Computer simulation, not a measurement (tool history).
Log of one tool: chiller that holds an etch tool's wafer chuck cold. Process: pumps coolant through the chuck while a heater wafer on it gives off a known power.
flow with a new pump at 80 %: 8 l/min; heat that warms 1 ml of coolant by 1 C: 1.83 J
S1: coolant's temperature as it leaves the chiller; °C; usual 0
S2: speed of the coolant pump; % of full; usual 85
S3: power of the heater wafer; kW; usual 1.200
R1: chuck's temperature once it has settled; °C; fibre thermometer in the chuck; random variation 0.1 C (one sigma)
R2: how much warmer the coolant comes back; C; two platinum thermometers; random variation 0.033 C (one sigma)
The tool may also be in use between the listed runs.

run 1 day=0.000 | S1=0 S2=85 S3=1.200 | R1=11.0 R2=4.57
run 2 day=2.300 | S1=0 S2=85 S3=1.200 | R1=10.9 R2=4.59
run 3 day=5.712 | S1=0 S2=85 S3=0.839 | R1=7.7 R2=3.21
run 4 day=8.867 | S1=5 S2=85 S3=1.200 | R1=16.0 R2=4.64
run 5 day=12.617 | S1=0 S2=77 S3=1.200 | R1=12.2 R2=5.08
run 6 day=14.375 | S1=0 S2=85 S3=1.200 | R1=11.3 R2=4.59
run 7 day=16.208 | S1=0 S2=85 S3=1.200 | R1=11.1 R2=4.59
run 8 day=18.200 | S1=0 S2=85 S3=1.200 | R1=11.3 R2=4.63
run 9 day=22.050 | S1=0 S2=85 S3=1.200 | R1=11.3 R2=4.62
run 10 day=25.683 | S1=0 S2=85 S3=1.398 | R1=13.0 R2=5.40
run 11 day=28.875 | S1=0 S2=85 S3=1.200 | R1=11.4 R2=4.63
run 12 day=30.650 | S1=0 S2=85 S3=1.200 | R1=11.6 R2=4.70
run 13 day=33.508 | S1=0 S2=61 S3=1.200 | R1=15.3 R2=6.62
run 14 day=35.946 | S1=0 S2=85 S3=0.754 | R1=7.6 R2=2.90
run 15 day=37.658 | S1=0 S2=85 S3=0.754 | R1=7.4 R2=2.89
run 16 day=41.396 | S1=0 S2=85 S3=0.754 | R1=7.6 R2=2.93
run 17 day=43.746 | S1=0 S2=91 S3=0.723 | R1=7.0 R2=2.64
run 18 day=47.400 | S1=0 S2=91 S3=0.723 | R1=6.8 R2=2.62
run 19 day=50.438 | S1=0 S2=91 S3=0.723 | R1=7.0 R2=2.63
run 20 day=52.692 | S1=-8 S2=69 S3=1.200 | R1=6.1 R2=5.86
run 21 day=56.462 | S1=0 S2=85 S3=0.851 | R1=8.8 R2=3.32
-- day=59.654 chiller's thermometer calibrated
run 22 day=60.492 | S1=0 S2=85 S3=0.851 | R1=8.0 R2=3.30
run 23 day=63.608 | S1=0 S2=85 S3=1.454 | R1=13.6 R2=5.72
run 24 day=67.392 | S1=5 S2=85 S3=1.200 | R1=16.4 R2=4.71
run 25 day=69.729 | S1=0 S2=85 S3=1.783 | R1=16.7 R2=6.98
run 26 day=71.779 | S1=0 S2=85 S3=1.783 | R1=16.9 R2=7.01
run 27 day=73.929 | S1=0 S2=85 S3=1.154 | R1=11.2 R2=4.54
run 28 day=75.604 | S1=0 S2=81 S3=0.671 | R1=6.9 R2=2.85
run 29 day=78.142 | S1=0 S2=81 S3=0.671 | R1=6.7 R2=2.77
run 30 day=80.408 | S1=0 S2=81 S3=0.671 | R1=6.7 R2=2.78
run 31 day=82.425 | S1=-7 S2=69 S3=1.335 | R1=8.5 R2=6.58
run 32 day=86.038 | S1=-8 S2=88 S3=1.131 | R1=2.6 R2=4.29

3 ways to go on from here, each from the tool as it stands after run 32. What would each give?
run A day=89.696 | S1=-7 S2=85 S3=1.200 | R1=? R2=?
run B day=89.696 | S1=-6 S2=74 S3=1.353 | R1=? R2=?
run C day=89.696 | S1=-6 S2=95 S3=1.200 | R1=? R2=?

run=A R1=4.8 R2=4.64
run=B R1=8.9 R2=6.25
run=C R1=4.6 R2=4.21
Without the tool's hidden state the same runs would have given:
run=A R1=2.9 R2=4.49
run=B R1=6.5 R2=6.06
run=C R1=2.8 R2=4.08
